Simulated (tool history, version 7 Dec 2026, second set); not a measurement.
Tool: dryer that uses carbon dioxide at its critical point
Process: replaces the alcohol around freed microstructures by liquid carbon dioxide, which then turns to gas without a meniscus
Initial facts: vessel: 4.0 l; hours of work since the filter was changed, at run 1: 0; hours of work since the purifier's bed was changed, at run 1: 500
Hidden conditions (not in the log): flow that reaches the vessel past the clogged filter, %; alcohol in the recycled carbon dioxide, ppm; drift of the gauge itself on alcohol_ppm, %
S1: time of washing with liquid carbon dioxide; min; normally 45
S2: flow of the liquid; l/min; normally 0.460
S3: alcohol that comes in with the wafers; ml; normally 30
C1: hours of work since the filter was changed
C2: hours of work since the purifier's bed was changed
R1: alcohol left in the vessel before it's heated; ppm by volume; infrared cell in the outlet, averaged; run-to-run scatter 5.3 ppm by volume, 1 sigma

Run 1, day 0.000: usual settings; C1 0; C2 500. Result: R1 367 ppm by volume.
At day 0.608: purifier's bed changed.
Run 2, day 1.967: usual settings; C1 33; C2 25. Result: R1 132 ppm by volume.
Run 3, day 4.142: usual settings; C1 73; C2 64. Result: R1 156 ppm by volume.
Run 4, day 6.246: usual settings; C1 111; C2 103. Result: R1 187 ppm by volume.
Run 5, day 8.262: usual settings; C1 148; C2 139. Result: R1 222 ppm by volume.
Run 6, day 10.271: usual settings; C1 185; C2 176. Result: R1 245 ppm by volume.
Run 7, day 11.588: usual settings but S1 37 min; C1 208; C2 200. Result: R1 407 ppm by volume.
Run 8, day 12.888: usual settings; C1 232; C2 223. Result: R1 275 ppm by volume.
Run 9, day 14.008: usual settings; C1 252; C2 244. Result: R1 284 ppm by volume.
Run 10, day 15.296: usual settings; C1 276; C2 267. Result: R1 320 ppm by volume.
Run 11, day 17.388: usual settings; C1 314; C2 305. Result: R1 348 ppm by volume.
Run 12, day 18.288: usual settings but S2 0.667 l/min; C1 330; C2 321. Result: R1 206 ppm by volume.
Run 13, day 19.800: usual settings but S1 31 min; C1 358; C2 349. Result: R1 826 ppm by volume.
At day 20.575: inlet filter changed.
Run 14, day 21.921: usual settings but S1 44 min, S2 0.422 l/min, S3 25 ml; C1 24; C2 387. Result: R1 343 ppm by volume.
Run 15, day 23.225: usual settings but S1 34 min, S2 0.422 l/min, S3 22 ml; C1 48; C2 411. Result: R1 525 ppm by volume.
Run 16, day 25.075: usual settings but S1 34 min, S2 0.422 l/min, S3 22 ml; C1 82; C2 444. Result: R1 533 ppm by volume.
Run 17, day 26.804: usual settings but S2 0.385 l/min, S3 80 ml; C1 113; C2 476. Result: R1 908 ppm by volume.
Run 18, day 28.100: usual settings but S1 57 min, S2 0.385 l/min, S3 76 ml; C1 137; C2 499. Result: R1 526 ppm by volume.
At day 28.750: purifier's bed changed.
Run 19, day 30.042: usual settings but S1 49 min, S2 0.385 l/min, S3 46 ml; C1 170; C2 23. Result: R1 334 ppm by volume.
Run 20, day 31.642: usual settings but S1 32 min, S2 0.459 l/min, S3 93 ml; C1 199; C2 53. Result: R1 1506 ppm by volume.
Run 21, day 33.467: usual settings but S1 44 min, S2 0.571 l/min, S3 103 ml; C1 232; C2 86. Result: R1 303 ppm by volume.
Run 22, day 35.512: usual settings but S1 46 min, S3 76 ml; C1 269; C2 123. Result: R1 478 ppm by volume.

Forecast each of these 3 alternatives for the next run:
Run A, day 37.733: usual settings but S1 56 min, S2 0.433 l/min, S3 86 ml; C1 310; C2 163. Result: R1 ?.
Run B, day 37.733: usual settings but S1 49 min; C1 310; C2 163. Result: R1 ?.
Run C, day 37.733: usual settings but S1 32 min, S3 76 ml; C1 310; C2 163. Result: R1 ?.

run    R1
  A   366
  B   228
  C  1489
Without the tool's unlogged condition, the same runs would have read:
run   R1
  A  137
  B   75
  C  909
